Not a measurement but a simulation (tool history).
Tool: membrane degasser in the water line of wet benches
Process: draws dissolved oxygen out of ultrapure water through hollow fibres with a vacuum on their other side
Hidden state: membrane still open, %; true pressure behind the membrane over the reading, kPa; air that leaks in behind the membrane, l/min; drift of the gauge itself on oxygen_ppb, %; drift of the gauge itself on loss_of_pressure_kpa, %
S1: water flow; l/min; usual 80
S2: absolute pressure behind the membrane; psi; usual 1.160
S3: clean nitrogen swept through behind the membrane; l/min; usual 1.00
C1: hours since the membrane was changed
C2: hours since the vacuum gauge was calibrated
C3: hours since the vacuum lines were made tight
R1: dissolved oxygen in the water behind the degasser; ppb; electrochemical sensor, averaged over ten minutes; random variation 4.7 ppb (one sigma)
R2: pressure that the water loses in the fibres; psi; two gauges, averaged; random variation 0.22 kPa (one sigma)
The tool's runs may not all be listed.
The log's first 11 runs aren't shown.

Run 12, hour 1192.5: usual settings; C1 4374; C2 4781; C3 3501. Result: R1 641.0 ppb, R2 7.944 psi.
Run 13, hour 1338.8: usual settings; C1 4520; C2 4927; C3 3648. Result: R1 650.8 ppb, R2 7.912 psi.
Run 14, hour 1416.6: usual settings; C1 4598; C2 5005; C3 3725. Result: R1 637.3 ppb, R2 7.913 psi.
Run 15, hour 1520.5: usual settings but S3 1.63 l/min; C1 4702; C2 5109; C3 3829. Result: R1 468.4 ppb, R2 7.921 psi.
Run 16, hour 1584.4: usual settings but S3 1.63 l/min; C1 4765; C2 5173; C3 3893. Result: R1 470.9 ppb, R2 7.887 psi.
At hour 1665.2: vacuum gauge calibrated.
Run 17, hour 1717.7: usual settings but S1 88 l/min, S3 2.63 l/min; C1 4898; C2 52; C3 4026. Result: R1 366.1 ppb, R2 8.649 psi.
Run 18, hour 1793.6: usual settings but S2 0.937 psi; C1 4974; C2 128; C3 4102. Result: R1 452.5 ppb, R2 7.921 psi.
Run 19, hour 1894.6: usual settings but S2 1.865 psi, S3 0.61 l/min; C1 5075; C2 229; C3 4203. Result: R1 1599.5 ppb, R2 7.829 psi.
Run 20, hour 1964.3: usual settings but S1 83 l/min, S3 1.74 l/min; C1 5145; C2 299; C3 4273. Result: R1 465.7 ppb, R2 8.074 psi.
Run 21, hour 2101.7: usual settings but S2 1.023 psi, S3 0.55 l/min; C1 5282; C2 436; C3 4410. Result: R1 731.7 ppb, R2 7.835 psi.
Run 22, hour 2180.0: usual settings but S1 121 l/min, S2 0.772 psi; C1 5361; C2 515; C3 4488. Result: R1 452.3 ppb, R2 11.847 psi.
Run 23, hour 2251.3: usual settings but S2 0.882 psi, S3 1.69 l/min; C1 5432; C2 586; C3 4560. Result: R1 294.0 ppb, R2 7.807 psi.
Run 24, hour 2317.3: usual settings but S1 58 l/min, S2 0.882 psi, S3 1.71 l/min; C1 5498; C2 652; C3 4626. Result: R1 210.7 ppb, R2 5.662 psi.
At hour 2348.7: gauge calibrated.
Run 25, hour 2423.0: usual settings but S1 58 l/min, S2 1.205 psi, S3 1.45 l/min; C1 5604; C2 758; C3 4731. Result: R1 410.4 ppb, R2 5.774 psi.
Run 26, hour 2488.3: usual settings but S1 58 l/min, S2 1.205 psi, S3 1.45 l/min; C1 5669; C2 823; C3 4797. Result: R1 412.9 ppb, R2 5.762 psi.
Run 27, hour 2600.0: usual settings but S1 51 l/min, S2 2.525 psi, S3 0.49 l/min; C1 5781; C2 935; C3 4908. Result: R1 1895.9 ppb, R2 5.044 psi.
Run 28, hour 2695.6: usual settings but S1 51 l/min, S2 2.525 psi, S3 0.49 l/min; C1 5876; C2 1030; C3 5004. Result: R1 1928.0 ppb, R2 5.102 psi.
Run 29, hour 2830.5: usual settings but S1 51 l/min, S2 2.525 psi, S3 0.42 l/min; C1 6011; C2 1165; C3 5139. Result: R1 2067.7 ppb, R2 5.107 psi.
Run 30, hour 2927.3: usual settings but S1 100 l/min, S2 0.806 psi; C1 6108; C2 1262; C3 5236. Result: R1 419.7 ppb, R2 9.987 psi.
Run 31, hour 3061.3: usual settings but S1 83 l/min; C1 6242; C2 1396; C3 5370. Result: R1 655.7 ppb, R2 8.209 psi.

3 ways to go on from here, each from the tool as it stands after run 31. What would each give?
Run A, hour 3129.5: usual settings but S1 83 l/min, S3 0.84 l/min; C1 6310; C2 1464; C3 5438. Result: R1 ?, R2 ?.
Run B, hour 3129.5: usual settings but S1 106 l/min, S3 1.09 l/min; C1 6310; C2 1464; C3 5438. Result: R1 ?, R2 ?.
Run C, hour 3129.5: usual settings but S1 83 l/min, S2 1.659 psi, S3 1.26 l/min; C1 6310; C2 1464; C3 5438. Result: R1 ?, R2 ?.

run     R1      R2
  A  736.2   8.299
  B  752.1  10.518
  C  925.2   8.215
Without the tool's hidden state the same runs would have given:
run     R1      R2
  A  736.0   8.379
  B  751.9  10.620
  C  925.0   8.293
